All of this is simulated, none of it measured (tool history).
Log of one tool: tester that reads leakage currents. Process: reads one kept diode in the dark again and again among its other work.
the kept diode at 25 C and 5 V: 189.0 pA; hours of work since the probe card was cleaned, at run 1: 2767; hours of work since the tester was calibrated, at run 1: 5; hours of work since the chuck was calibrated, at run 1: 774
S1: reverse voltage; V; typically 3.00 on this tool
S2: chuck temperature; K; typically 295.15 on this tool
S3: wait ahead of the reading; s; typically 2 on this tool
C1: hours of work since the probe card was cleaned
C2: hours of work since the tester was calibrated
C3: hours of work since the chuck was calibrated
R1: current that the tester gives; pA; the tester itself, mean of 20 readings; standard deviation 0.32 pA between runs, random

run	hour	S1	S2	S3	C1	C2	C3	R1
1	0.0	3.00	295.15	2	2767	5	774	121.30
2	34.4	3.00	295.15	2	2791	29	798	120.31
3	53.1	3.00	317.15	2	2804	42	811	866.32
4	84.5	3.00	295.15	2	2826	64	833	122.30
# hour 88.9: chuck's temperature calibrated
5	111.3	3.00	295.15	2	2843	82	16	112.88
6	140.1	3.00	295.15	2	2863	102	36	112.19
7	172.0	3.00	295.15	2	2886	124	58	113.14
8	192.3	3.39	298.15	2	2900	138	72	159.54

Estimate the outcome of run 9 from the log above:
9	220.6	3.39	298.15	2	2920	158	92	?

R1: 160.89 pA
Were there no unlogged condition in the tool, this run, its random variation unchanged, would have produced R1 153.17 pA.

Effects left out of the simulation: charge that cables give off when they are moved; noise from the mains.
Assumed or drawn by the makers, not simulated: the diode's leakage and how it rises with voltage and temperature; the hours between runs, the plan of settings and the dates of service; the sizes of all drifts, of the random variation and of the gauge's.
